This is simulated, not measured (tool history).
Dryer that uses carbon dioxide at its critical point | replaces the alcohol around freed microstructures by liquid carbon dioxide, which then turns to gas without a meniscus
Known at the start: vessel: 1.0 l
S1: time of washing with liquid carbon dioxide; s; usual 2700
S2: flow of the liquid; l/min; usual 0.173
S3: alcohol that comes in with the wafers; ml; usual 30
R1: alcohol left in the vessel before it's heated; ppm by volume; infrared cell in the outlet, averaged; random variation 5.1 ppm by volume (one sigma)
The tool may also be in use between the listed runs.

run   hour    S1     S2  S3    R1
  1      0  2700  0.173  30   154
  2   18.4  1860  0.173  30   536
  3   32.6  1860  0.173  30   527
  4   44.3  1860  0.173  30   527
  5   57.5  1860  0.173  30   523
  6   70.9  1860  0.173  30   546
  7   90.7  1860  0.173  30   548
  8  106.5  1860  0.173  30   550
  9  117.8  1860  0.173  30   535
 10  127.6  1860  0.173  30   554
 11  139.2  2460  0.173  30   228
 12  149.3  2460  0.173  30   221
 13  165.6  2460  0.173  30   222
 14  175.7  2400   0.11  45  1753
 15  188.1  2040   0.15  45  1006
 16  202.6  3480  0.147  96   241
 17  221.4  3720   0.23  28   105
 18  235.9  2700  0.173  50   226
 19  253.5  2220  0.221  23   152
 20  266.5  2220  0.202  23   188
 21  280.2  2220  0.202  23   192
 22  300.9  2220  0.202  23   196
 23    319  2340  0.278  25   131
 24  328.8  2340  0.278  25   131
 25  344.3  3600  0.226  32   130
 26  354.8  3600  0.226  32   132

3 ways to go on from here, each from the tool as it stands after run 26. What would each give?
  A  368.8  3600  0.256  32   ?
  B  368.8  2280  0.218  54   ?
  C  368.8  2700  0.147  21   ?

run   R1
  A  132
  B  208
  C  255
Without the tool's hidden state the same runs would have given:
run   R1
  A    1
  B   63
  C  109
